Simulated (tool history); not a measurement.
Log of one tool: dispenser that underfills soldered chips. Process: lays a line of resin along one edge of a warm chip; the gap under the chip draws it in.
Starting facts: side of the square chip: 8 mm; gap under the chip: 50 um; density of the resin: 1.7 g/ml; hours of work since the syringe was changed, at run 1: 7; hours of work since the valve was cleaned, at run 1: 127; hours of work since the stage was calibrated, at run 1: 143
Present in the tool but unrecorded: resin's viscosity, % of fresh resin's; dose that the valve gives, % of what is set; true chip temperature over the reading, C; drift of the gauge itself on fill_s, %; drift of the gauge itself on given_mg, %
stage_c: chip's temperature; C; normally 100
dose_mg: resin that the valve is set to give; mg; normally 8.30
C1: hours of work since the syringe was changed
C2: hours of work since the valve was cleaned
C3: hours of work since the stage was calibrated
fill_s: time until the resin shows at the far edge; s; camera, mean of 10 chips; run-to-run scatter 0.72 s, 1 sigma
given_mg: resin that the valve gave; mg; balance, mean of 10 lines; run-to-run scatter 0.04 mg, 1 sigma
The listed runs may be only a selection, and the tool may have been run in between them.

Run 1, day 0.000: usual settings; C1 7; C2 127; C3 143. Result: fill_s 83.4 s, given_mg 7.75 mg.
At day 0.100: dispensing valve cleaned and set on the balance.
At day 0.275: new syringe of resin.
Run 2, day 0.296: usual settings; C1 0; C2 3; C3 147. Result: fill_s 62.4 s, given_mg 8.32 mg.
Run 3, day 0.446: usual settings; C1 3; C2 5; C3 149. Result: fill_s 68.5 s, given_mg 8.31 mg.
Run 4, day 0.754: usual settings; C1 7; C2 9; C3 153. Result: fill_s 78.0 s, given_mg 8.36 mg.
Run 5, day 0.912: usual settings but dose_mg 8.39 mg; C1 9; C2 12; C3 156. Result: fill_s 84.8 s, given_mg 8.35 mg.
At day 0.992: new syringe of resin.
Run 6, day 1.162: usual settings but dose_mg 8.39 mg; C1 3; C2 15; C3 159. Result: fill_s 70.9 s, given_mg 8.35 mg.
Run 7, day 1.458: usual settings but stage_c 114 C, dose_mg 8.39 mg; C1 7; C2 20; C3 164. Result: fill_s 46.9 s, given_mg 8.34 mg.
At day 1.712: new syringe of resin.
Run 8, day 1.725: usual settings but stage_c 114 C, dose_mg 8.39 mg; C1 0; C2 23; C3 167. Result: fill_s 37.5 s, given_mg 8.35 mg.
Run 9, day 1.975: usual settings but stage_c 114 C, dose_mg 8.39 mg; C1 4; C2 27; C3 171. Result: fill_s 43.0 s, given_mg 8.24 mg.
Run 10, day 2.196: usual settings but stage_c 114 C, dose_mg 8.39 mg; C1 7; C2 30; C3 174. Result: fill_s 45.6 s, given_mg 8.30 mg.
Run 11, day 2.392: usual settings but dose_mg 10.04 mg; C1 10; C2 33; C3 177. Result: fill_s 87.4 s, given_mg 9.94 mg.
At day 2.438: new syringe of resin.
Run 12, day 2.671: usual settings but dose_mg 10.04 mg; C1 3; C2 37; C3 181. Result: fill_s 68.5 s, given_mg 9.78 mg.
Run 13, day 2.862: usual settings but dose_mg 10.04 mg; C1 6; C2 40; C3 184. Result: fill_s 74.9 s, given_mg 9.89 mg.
At day 3.142: new syringe of resin.
Run 14, day 3.171: usual settings but stage_c 88 C, dose_mg 10.04 mg; C1 0; C2 44; C3 188. Result: fill_s 102.8 s, given_mg 9.81 mg.
Run 15, day 3.354: usual settings but stage_c 113 C; C1 3; C2 47; C3 191. Result: fill_s 42.4 s, given_mg 8.09 mg.
Run 16, day 3.675: usual settings; C1 8; C2 52; C3 196. Result: fill_s 81.4 s, given_mg 8.03 mg.
At day 3.858: new syringe of resin.
Run 17, day 4.000: usual settings; C1 2; C2 56; C3 200. Result: fill_s 67.3 s, given_mg 8.05 mg.
Run 18, day 4.288: usual settings; C1 6; C2 61; C3 204. Result: fill_s 76.3 s, given_mg 8.09 mg.
Run 19, day 4.500: usual settings but stage_c 90 C, dose_mg 9.03 mg; C1 9; C2 64; C3 208. Result: fill_s 128.4 s, given_mg 8.70 mg.
At day 4.575: new syringe of resin.
Run 20, day 4.725: usual settings but stage_c 94 C, dose_mg 7.23 mg; C1 2; C2 67; C3 211. Result: fill_s 92.3 s, given_mg 6.96 mg.
Run 21, day 5.038: usual settings but stage_c 94 C, dose_mg 7.23 mg; C1 7; C2 71; C3 215. Result: fill_s 105.4 s, given_mg 6.91 mg.
At day 5.288: new syringe of resin.
Run 22, day 5.362: usual settings but stage_c 97 C, dose_mg 8.21 mg; C1 1; C2 76; C3 220. Result: fill_s 73.3 s, given_mg 7.91 mg.
Run 23, day 5.521: usual settings but stage_c 97 C, dose_mg 8.21 mg; C1 3; C2 78; C3 222. Result: fill_s 79.6 s, given_mg 7.93 mg.
Run 24, day 5.725: usual settings but stage_c 86 C, dose_mg 9.82 mg; C1 6; C2 81; C3 225. Result: fill_s 133.7 s, given_mg 9.37 mg.
At day 5.996: new syringe of resin.
Run 25, day 6.046: usual settings but dose_mg 8.94 mg; C1 1; C2 86; C3 230. Result: fill_s 63.2 s, given_mg 8.53 mg.
Run 26, day 6.342: usual settings but stage_c 112 C, dose_mg 9.35 mg; C1 5; C2 90; C3 234. Result: fill_s 46.2 s, given_mg 8.84 mg.
Run 27, day 6.625: usual settings but stage_c 90 C, dose_mg 9.45 mg; C1 9; C2 94; C3 238. Result: fill_s 127.0 s, given_mg 8.95 mg.
At day 6.708: new syringe of resin.
Run 28, day 6.850: usual settings but stage_c 92 C; C1 2; C2 98; C3 242. Result: fill_s 94.8 s, given_mg 7.85 mg.
Run 29, day 6.996: usual settings but stage_c 92 C; C1 4; C2 100; C3 244. Result: fill_s 100.8 s, given_mg 7.89 mg.
Run 30, day 7.196: usual settings but stage_c 112 C, dose_mg 8.43 mg; C1 7; C2 103; C3 247. Result: fill_s 50.8 s, given_mg 7.93 mg.
At day 7.421: new syringe of resin.
Run 31, day 7.421: usual settings but dose_mg 10.63 mg; C1 0; C2 106; C3 250. Result: fill_s 61.7 s, given_mg 10.06 mg.
Run 32, day 7.621: usual settings but stage_c 103 C, dose_mg 8.42 mg; C1 3; C2 109; C3 253. Result: fill_s 63.1 s, given_mg 7.94 mg.
Run 33, day 7.917: usual settings but stage_c 91 C, dose_mg 7.95 mg; C1 7; C2 113; C3 257. Result: fill_s 117.7 s, given_mg 7.50 mg.
At day 8.125: new syringe of resin.
Run 34, day 8.142: usual settings but stage_c 91 C, dose_mg 7.95 mg; C1 0; C2 116; C3 260. Result: fill_s 93.2 s, given_mg 7.47 mg.
Run 35, day 8.412: usual settings but stage_c 96 C, dose_mg 9.60 mg; C1 4; C2 120; C3 264. Result: fill_s 83.1 s, given_mg 8.99 mg.
Run 36, day 8.596: usual settings but stage_c 91 C, dose_mg 8.44 mg; C1 7; C2 123; C3 267. Result: fill_s 115.0 s, given_mg 7.94 mg.

What if the next run were any one of these 4? Each begins from the tool's condition after run 36:
Run A, day 8.796: usual settings but stage_c 109 C, dose_mg 7.12 mg; C1 10; C2 126; C3 270. Result: fill_s ?, given_mg ?.
Run B, day 8.796: usual settings but stage_c 114 C, dose_mg 9.20 mg; C1 10; C2 126; C3 270. Result: fill_s ?, given_mg ?.
Run C, day 8.796: usual settings but stage_c 94 C, dose_mg 7.62 mg; C1 10; C2 126; C3 270. Result: fill_s ?, given_mg ?.
Run D, day 8.796: usual settings but stage_c 92 C, dose_mg 8.71 mg; C1 10; C2 126; C3 270. Result: fill_s ?, given_mg ?.

run  fill_s  given_mg
  A    64.7      6.55
  B    51.3      8.54
  C   115.1      7.10
  D   122.7      8.10
The same runs, with their run-to-run variation unchanged, on a tool lacking any hidden condition would have given:
run  fill_s  given_mg
  A    47.2      7.04
  B    38.2      9.17
  C    84.8      7.62
  D    91.3      8.70
